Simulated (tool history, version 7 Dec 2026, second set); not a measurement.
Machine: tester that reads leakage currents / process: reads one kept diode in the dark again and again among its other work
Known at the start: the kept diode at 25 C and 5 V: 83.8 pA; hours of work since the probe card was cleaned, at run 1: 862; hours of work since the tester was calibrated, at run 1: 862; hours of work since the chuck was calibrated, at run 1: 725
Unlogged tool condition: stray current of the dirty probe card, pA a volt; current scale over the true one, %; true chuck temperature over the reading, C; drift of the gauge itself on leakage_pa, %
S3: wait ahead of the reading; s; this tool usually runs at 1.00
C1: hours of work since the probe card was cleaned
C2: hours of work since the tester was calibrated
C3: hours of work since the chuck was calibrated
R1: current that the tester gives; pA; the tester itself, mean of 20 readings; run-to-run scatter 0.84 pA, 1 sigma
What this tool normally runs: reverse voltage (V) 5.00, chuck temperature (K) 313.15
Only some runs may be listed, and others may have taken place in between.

Run 1, hour 0.0: usual settings; C1 862; C2 862; C3 725. Result: R1 254.21 pA.
Run 2, hour 89.4: usual settings but reverse voltage (V) 5.78; C1 926; C2 926; C3 789. Result: R1 272.08 pA.
Run 3, hour 186.9: usual settings but reverse voltage (V) 5.78; C1 995; C2 995; C3 858. Result: R1 270.65 pA.
Run 4, hour 288.3: usual settings but reverse voltage (V) 18.86; C1 1066; C2 1066; C3 929. Result: R1 485.44 pA.
Run 5, hour 355.6: usual settings but reverse voltage (V) 18.86; C1 1114; C2 1114; C3 977. Result: R1 481.47 pA.
Run 6, hour 505.5: usual settings but reverse voltage (V) 18.86; C1 1220; C2 1220; C3 1083. Result: R1 480.03 pA.
Run 7, hour 628.3: usual settings but reverse voltage (V) 18.86; C1 1307; C2 1307; C3 1170. Result: R1 475.51 pA.
Run 8, hour 731.3: usual settings but reverse voltage (V) 18.86, S3 6.23 s; C1 1380; C2 1380; C3 1243. Result: R1 468.39 pA.
At hour 801.1: chuck's temperature calibrated.
Run 9, hour 858.1: usual settings but reverse voltage (V) 18.86, S3 6.23 s; C1 1469; C2 1469; C3 40. Result: R1 552.50 pA.
Run 10, hour 937.4: usual settings but reverse voltage (V) 4.28; C1 1525; C2 1525; C3 97. Result: R1 264.71 pA.
Run 11, hour 1029.5: usual settings but chuck temperature (K) 326.15, S3 1.15 s; C1 1590; C2 1590; C3 162. Result: R1 731.37 pA.
Run 12, hour 1091.4: usual settings but chuck temperature (K) 320.15, S3 1.81 s; C1 1634; C2 1634; C3 206. Result: R1 475.21 pA.
Run 13, hour 1152.3: usual settings but reverse voltage (V) 2.01, chuck temperature (K) 295.15, S3 2.23 s; C1 1677; C2 1677; C3 249. Result: R1 42.89 pA.
Run 14, hour 1229.2: usual settings but reverse voltage (V) 3.44, chuck temperature (K) 327.15, S3 0.32 s; C1 1731; C2 1731; C3 303. Result: R1 643.45 pA.

Here are 5 independent what-if runs from the current tool condition. What would each one return?
Run A, hour 1353.6: usual settings but reverse voltage (V) 17.85, chuck temperature (K) 327.15, S3 2.81 s; C1 1819; C2 1819; C3 391. Result: R1 ?.
Run B, hour 1353.6: usual settings but reverse voltage (V) 12.96, chuck temperature (K) 327.15, S3 0.32 s; C1 1819; C2 1819; C3 391. Result: R1 ?.
Run C, hour 1353.6: usual settings but reverse voltage (V) 4.88, chuck temperature (K) 314.15, S3 3.54 s; C1 1819; C2 1819; C3 391. Result: R1 ?.
Run D, hour 1353.6: usual settings but chuck temperature (K) 306.15, S3 3.23 s; C1 1819; C2 1819; C3 391. Result: R1 ?.
Run E, hour 1353.6: usual settings but reverse voltage (V) 1.08, chuck temperature (K) 317.15, S3 9.41 s; C1 1819; C2 1819; C3 391. Result: R1 ?.

run       R1
  A  1431.27
  B  1219.08
  C   293.48
  D   162.05
  E   174.91
Without the tool's unlogged condition, the same runs would have read:
run       R1
  A  1455.71
  B  1242.32
  C   298.10
  D   162.36
  E   179.55
